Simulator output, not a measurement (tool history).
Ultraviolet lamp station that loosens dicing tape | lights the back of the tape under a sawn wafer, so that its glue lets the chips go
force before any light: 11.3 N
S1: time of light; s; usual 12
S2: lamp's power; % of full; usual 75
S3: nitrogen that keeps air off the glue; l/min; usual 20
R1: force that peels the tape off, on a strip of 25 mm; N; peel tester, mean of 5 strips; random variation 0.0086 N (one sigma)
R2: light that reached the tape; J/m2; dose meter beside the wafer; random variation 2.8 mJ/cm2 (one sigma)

run	day	S1	S2	S3	R1	R2
1	0.000	12	75	20	0.575	2890
# day 2.775: window cleaned of glue's vapour
2	3.262	12	75	20	0.530	2970
3	7.412	12	75	20	0.566	2900
4	9.829	12	75	20	0.596	2860
5	13.229	12	75	16	0.727	2780
6	16.542	12	75	8	1.184	2740
7	18.404	12	75	8	1.239	2720
# day 18.821: lamp changed
8	21.862	12	75	8	0.723	3650
9	23.729	12	75	8	0.741	3590
10	26.392	6	75	20	1.584	1760
11	29.938	12	75	20	0.401	3410
12	33.679	12	75	20	0.444	3360
13	36.958	12	75	20	0.443	3310
14	38.950	12	75	20	0.463	3260
15	41.283	8	75	20	1.044	2100
16	43.371	22	75	20	0.249	5860
17	46.158	12	63	20	0.697	2630
18	48.650	8	75	20	1.160	2070
# day 50.992: window cleaned of glue's vapour
19	51.462	8	75	20	1.035	2140
20	55.408	12	75	20	0.495	3140
21	57.458	12	75	20	0.510	3080
22	59.917	7	82	20	1.276	1950
23	63.992	7	82	20	1.349	1920
24	66.258	7	82	20	1.383	1900
25	68.733	14	82	20	0.377	3650
26	72.225	14	82	20	0.389	3540
27	75.200	12	75	9	1.117	2780
28	79.167	12	75	9	1.193	2660
29	81.146	7	63	21	2.518	1300
30	83.754	6	90	21	1.903	1600
31	86.212	7	90	15	1.813	1790
# day 89.025: lamp changed
32	89.629	12	76	18	0.399	3660
33	92.067	18	76	8	0.328	5360
34	95.750	18	76	8	0.346	5160
# day 99.150: window cleaned of glue's vapour
35	99.662	6	96	8	1.672	2280
36	102.567	10	63	26	0.671	2480
37	104.362	14	64	7	0.870	3500
38	107.188	9	93	24	0.408	3170
39	109.925	9	72	24	0.718	2440

Forecast each of these 3 alternatives for the next run:
A	112.038	21	75	20	?	?
B	112.038	12	87	20	?	?
C	112.038	9	86	9	?	?

run	R1	R2
A	0.248	5960
B	0.345	3910
C	0.998	2930
Without the tool's hidden state the same runs would have given:
run	R1	R2
A	0.243	6730
B	0.301	4410
C	0.777	3310
